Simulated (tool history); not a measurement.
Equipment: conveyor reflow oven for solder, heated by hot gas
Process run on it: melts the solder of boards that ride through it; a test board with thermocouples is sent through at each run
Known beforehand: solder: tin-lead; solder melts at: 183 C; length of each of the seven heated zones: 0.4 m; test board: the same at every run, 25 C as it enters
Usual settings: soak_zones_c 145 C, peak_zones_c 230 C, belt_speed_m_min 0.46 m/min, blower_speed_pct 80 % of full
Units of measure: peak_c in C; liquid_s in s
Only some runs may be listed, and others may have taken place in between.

run	hour	soak_zones_c	peak_zones_c	belt_speed_m_min	blower_speed_pct	peak_c	liquid_s
1	0	145	230	0.46	80	220.7	87.4
2	7.8	145	230	0.46	80	220.6	87.5
3	12.7	145	230	0.46	80	220.7	87.9
4	20.1	145	230	0.46	66	218.2	84.2
5	27.9	148	230	0.46	66	218.7	87.2
6	37.2	145	230	0.482	80	219.7	82.9
7	44.7	145	230	0.46	80	220.8	87.9
8	51.4	145	230	0.46	80	220.7	87.6
9	60.3	145	230	0.46	79	220.5	87.4
10	66.4	145	230	0.46	79	220.6	87.9
11	70.6	145	230	0.46	79	220.6	87.5
12	79	145	230	0.46	79	220.5	87.4
13	87.4	145	228	0.46	80	218.8	85.9
14	96.7	158	230	0.46	90	223.5	97.4
15	105.7	145	230	0.479	77	219.3	82.5
16	115.2	158	230	0.442	60	220.1	97.6
17	122.9	138	219	0.519	73	205.5	57.2
18	128.3	138	219	0.519	73	205.4	57.6
19	138.4	145	225	0.537	80	212.4	66.6
20	142.7	152	230	0.46	79	221.5	92.3
21	148.2	147	230	0.485	80	219.8	83.1
22	152.3	152	235	0.46	89	227.2	96.6
23	160.2	154	225	0.46	89	218	91.1
24	167	133	225	0.471	89	215.5	75.6
25	173.1	145	225	0.474	89	217.1	82

What if the next run were any one of these 4? Each begins from the tool's condition after run 25:
A	180.5	143	219	0.458	89	?	?
B	180.5	145	228	0.483	80	?	?
C	180.5	145	243	0.474	89	?	?
D	180.5	145	222	0.46	80	?	?

run	peak_c	liquid_s
A	211.5	78.9
B	217.7	80.2
C	233.3	93.5
D	213.2	81.2
Had the tool no hidden state, the same runs would have come out as:
run	peak_c	liquid_s
A	211.7	78.9
B	217.9	79.9
C	233.6	92.7
D	213.3	80.9
